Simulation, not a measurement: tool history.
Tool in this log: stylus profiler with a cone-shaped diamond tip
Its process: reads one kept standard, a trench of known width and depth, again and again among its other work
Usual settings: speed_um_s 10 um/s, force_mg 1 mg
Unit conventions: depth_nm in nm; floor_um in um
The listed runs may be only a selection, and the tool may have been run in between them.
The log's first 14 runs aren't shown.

run 15 day=9.721 | speed_um_s=9 force_mg=2.02 | depth_nm=501.84 floor_um=96.69
run 16 day=10.558 | speed_um_s=21 force_mg=1.85 | depth_nm=502.08 floor_um=96.62
run 17 day=11.104 | speed_um_s=3 force_mg=1.11 | depth_nm=501.06 floor_um=96.64
run 18 day=11.692 | speed_um_s=3 force_mg=0.64 | depth_nm=500.68 floor_um=96.72
run 19 day=12.596 | speed_um_s=3 force_mg=0.64 | depth_nm=500.42 floor_um=96.68
run 20 day=13.433 | speed_um_s=10 force_mg=0.42 | depth_nm=500.59 floor_um=96.55
-- day=13.533 height scale calibrated on a step standard
run 21 day=14.288 | speed_um_s=10 force_mg=0.58 | depth_nm=500.29 floor_um=96.56
run 22 day=14.75 | speed_um_s=4 force_mg=1.44 | depth_nm=501.01 floor_um=96.66
run 23 day=15.517 | speed_um_s=7 force_mg=0.66 | depth_nm=500.43 floor_um=96.55
run 24 day=16.296 | speed_um_s=3 force_mg=1.67 | depth_nm=501.16 floor_um=96.59
run 25 day=16.892 | speed_um_s=3 force_mg=1.67 | depth_nm=501.02 floor_um=96.64
run 26 day=17.621 | speed_um_s=14 force_mg=0.7 | depth_nm=500.21 floor_um=96.45
run 27 day=18.442 | speed_um_s=3 force_mg=1 | depth_nm=500.62 floor_um=96.59
-- day=18.7 height scale calibrated on a step standard, once more
run 28 day=19.404 | speed_um_s=10 force_mg=0.79 | depth_nm=501.04 floor_um=96.47
run 29 day=20.125 | speed_um_s=4 force_mg=1.08 | depth_nm=501.19 floor_um=96.5
run 30 day=21.058 | speed_um_s=4 force_mg=1.08 | depth_nm=501.37 floor_um=96.52

Alternative continuations, all from the tool just after run 30; predict every row:
run A day=21.642 | speed_um_s=2 force_mg=1 | depth_nm=? floor_um=?
run B day=21.642 | speed_um_s=5 force_mg=1.14 | depth_nm=? floor_um=?
run C day=21.642 | speed_um_s=4 force_mg=1.4 | depth_nm=? floor_um=?
run D day=21.642 | speed_um_s=37 force_mg=1.08 | depth_nm=? floor_um=?
run E day=21.642 | speed_um_s=38 force_mg=0.53 | depth_nm=? floor_um=?

run=A depth_nm=500.83 floor_um=96.5
run=B depth_nm=501.19 floor_um=96.5
run=C depth_nm=501.87 floor_um=96.5
run=D depth_nm=501.17 floor_um=96.27
run=E depth_nm=500.59 floor_um=96.12
What these runs would have given with no unlogged condition in the tool:
run=A depth_nm=501.29 floor_um=97.33
run=B depth_nm=501.64 floor_um=97.33
run=C depth_nm=502.33 floor_um=97.33
run=D depth_nm=501.62 floor_um=97.1
run=E depth_nm=501.05 floor_um=96.95
